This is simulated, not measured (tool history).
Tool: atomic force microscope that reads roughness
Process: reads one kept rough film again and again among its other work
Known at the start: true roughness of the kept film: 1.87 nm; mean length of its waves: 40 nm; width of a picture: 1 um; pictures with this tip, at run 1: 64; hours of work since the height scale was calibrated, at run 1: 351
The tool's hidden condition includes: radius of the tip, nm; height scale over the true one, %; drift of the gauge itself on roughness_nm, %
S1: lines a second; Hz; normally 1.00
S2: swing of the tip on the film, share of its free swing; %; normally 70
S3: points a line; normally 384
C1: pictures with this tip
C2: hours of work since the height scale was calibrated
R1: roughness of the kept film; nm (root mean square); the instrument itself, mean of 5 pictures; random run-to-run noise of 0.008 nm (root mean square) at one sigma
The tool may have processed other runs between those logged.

| run | hour | S1 | S2 | S3 | C1 | C2 | R1 |
|---|---|---|---|---|---|---|---|
| 1 | 0.0 | 1.00 | 70 | 384 | 64 | 351 | 1.738 |
| 2 | 15.1 | 1.00 | 70 | 384 | 89 | 359 | 1.713 |
| 3 | 28.0 | 1.00 | 79 | 384 | 110 | 366 | 1.674 |
| 4 | 47.6 | 1.00 | 55 | 384 | 142 | 376 | 1.773 |
|  | 51.7 | new tip fitted |
| 5 | 61.9 | 1.00 | 55 | 384 | 17 | 383 | 1.788 |
| 6 | 85.5 | 1.00 | 55 | 384 | 55 | 395 | 1.780 |
| 7 | 98.3 | 1.00 | 70 | 384 | 76 | 402 | 1.744 |
| 8 | 115.9 | 1.00 | 70 | 384 | 105 | 411 | 1.740 |
|  | 142.5 | new tip fitted |
| 9 | 143.6 | 1.00 | 70 | 384 | 2 | 425 | 1.737 |
| 10 | 168.6 | 1.00 | 70 | 394 | 43 | 437 | 1.726 |
| 11 | 188.5 | 1.00 | 70 | 394 | 75 | 448 | 1.742 |
| 12 | 206.4 | 1.00 | 70 | 394 | 105 | 457 | 1.724 |
| 13 | 229.5 | 1.00 | 61 | 384 | 142 | 469 | 1.767 |
|  | 234.3 | new tip fitted |
| 14 | 243.4 | 1.00 | 70 | 384 | 15 | 476 | 1.731 |
| 15 | 267.1 | 0.85 | 70 | 384 | 53 | 488 | 1.748 |
| 16 | 281.8 | 0.85 | 70 | 384 | 77 | 495 | 1.744 |
| 17 | 309.6 | 0.85 | 70 | 384 | 123 | 510 | 1.740 |
| 18 | 324.4 | 1.00 | 70 | 337 | 147 | 517 | 1.725 |
|  | 326.9 | new tip fitted |
| 19 | 345.2 | 1.00 | 70 | 337 | 30 | 528 | 1.748 |
| 20 | 365.0 | 1.00 | 90 | 384 | 62 | 538 | 1.590 |
| 21 | 384.3 | 1.00 | 70 | 384 | 94 | 548 | 1.720 |
| 22 | 411.4 | 0.77 | 70 | 384 | 138 | 562 | 1.742 |
|  | 417.8 | new tip fitted |
| 23 | 435.1 | 1.00 | 70 | 350 | 28 | 574 | 1.722 |
| 24 | 449.6 | 1.00 | 70 | 350 | 52 | 581 | 1.724 |
| 25 | 472.3 | 1.00 | 70 | 384 | 89 | 593 | 1.730 |
| 26 | 487.9 | 1.00 | 70 | 384 | 115 | 601 | 1.712 |
|  | 510.0 | new tip fitted |
| 27 | 512.2 | 1.00 | 70 | 384 | 4 | 613 | 1.732 |
| 28 | 527.7 | 1.00 | 81 | 416 | 29 | 621 | 1.656 |
| 29 | 544.5 | 1.00 | 60 | 373 | 57 | 630 | 1.769 |
| 30 | 556.0 | 1.00 | 79 | 363 | 75 | 635 | 1.672 |
| 31 | 577.8 | 0.56 | 60 | 354 | 111 | 647 | 1.775 |
| 32 | 598.3 | 2.42 | 71 | 492 | 145 | 657 | 1.610 |
|  | 601.0 | new tip fitted |
| 33 | 616.1 | 3.49 | 70 | 384 | 25 | 666 | 1.544 |
| 34 | 633.6 | 0.69 | 71 | 790 | 54 | 675 | 1.756 |
| 35 | 647.3 | 2.22 | 61 | 790 | 76 | 682 | 1.711 |
| 36 | 659.7 | 1.17 | 61 | 790 | 97 | 688 | 1.751 |
| 37 | 676.6 | 1.00 | 71 | 455 | 124 | 697 | 1.722 |
|  | 691.9 | new tip fitted |
| 38 | 692.0 | 0.63 | 71 | 1004 | 0 | 705 | 1.755 |
| 39 | 719.2 | 1.00 | 86 | 469 | 44 | 719 | 1.624 |
| 40 | 737.4 | 0.55 | 62 | 675 | 74 | 728 | 1.771 |
| 41 | 760.3 | 0.55 | 62 | 267 | 112 | 740 | 1.785 |
|  | 783.2 | new tip fitted |
| 42 | 784.4 | 1.00 | 70 | 478 | 1 | 752 | 1.729 |
| 43 | 799.0 | 1.00 | 70 | 478 | 25 | 760 | 1.740 |
| 44 | 826.0 | 1.00 | 63 | 384 | 70 | 773 | 1.771 |
| 45 | 839.0 | 1.43 | 88 | 384 | 91 | 780 | 1.520 |
| 46 | 852.5 | 1.43 | 88 | 384 | 113 | 787 | 1.533 |
| 47 | 867.9 | 0.80 | 55 | 383 | 138 | 795 | 1.781 |
|  | 874.6 | new tip fitted |
| 48 | 893.7 | 0.80 | 55 | 383 | 31 | 808 | 1.795 |
| 49 | 910.0 | 0.80 | 55 | 383 | 57 | 816 | 1.769 |
| 50 | 925.2 | 0.73 | 77 | 540 | 83 | 824 | 1.712 |
| 51 | 944.4 | 1.02 | 70 | 370 | 114 | 834 | 1.730 |
|  | 965.9 | new tip fitted |
| 52 | 969.0 | 2.04 | 58 | 384 | 5 | 846 | 1.741 |
| 53 | 985.4 | 0.60 | 56 | 312 | 32 | 855 | 1.786 |

For each entry between runs, how does the tool's hidden state at the last listed run before it compare with that at the first listed run after it?
Logged between run 4 and run 5: new tip fitted (hour 51.7)
  radius of the tip, nm: 5.6 -> 5.1
Logged between run 8 and run 9: new tip fitted (hour 142.5)
  radius of the tip, nm: 5.5 -> 5
Logged between run 13 and run 14: new tip fitted (hour 234.3)
  radius of the tip, nm: 5.7 -> 5.1
Logged between run 18 and run 19: new tip fitted (hour 326.9)
  radius of the tip, nm: 5.7 -> 5.1
Logged between run 22 and run 23: new tip fitted (hour 417.8)
  radius of the tip, nm: 5.7 -> 5.2
Logged between run 26 and run 27: new tip fitted (hour 510.0)
  radius of the tip, nm: 5.5 -> 5.1
Logged between run 32 and run 33: new tip fitted (hour 601.0)
  radius of the tip, nm: 5.7 -> 5.2; height scale over the true one, %: -0.03 -> -0.04
Logged between run 37 and run 38: new tip fitted (hour 691.9)
  radius of the tip, nm: 5.6 -> 5
Logged between run 41 and run 42: new tip fitted (hour 783.2)
  radius of the tip, nm: 5.5 -> 5
Logged between run 47 and run 48: new tip fitted (hour 874.6)
  radius of the tip, nm: 5.7 -> 5.2
Logged between run 51 and run 52: new tip fitted (hour 965.9)
  radius of the tip, nm: 5.6 -> 5.1

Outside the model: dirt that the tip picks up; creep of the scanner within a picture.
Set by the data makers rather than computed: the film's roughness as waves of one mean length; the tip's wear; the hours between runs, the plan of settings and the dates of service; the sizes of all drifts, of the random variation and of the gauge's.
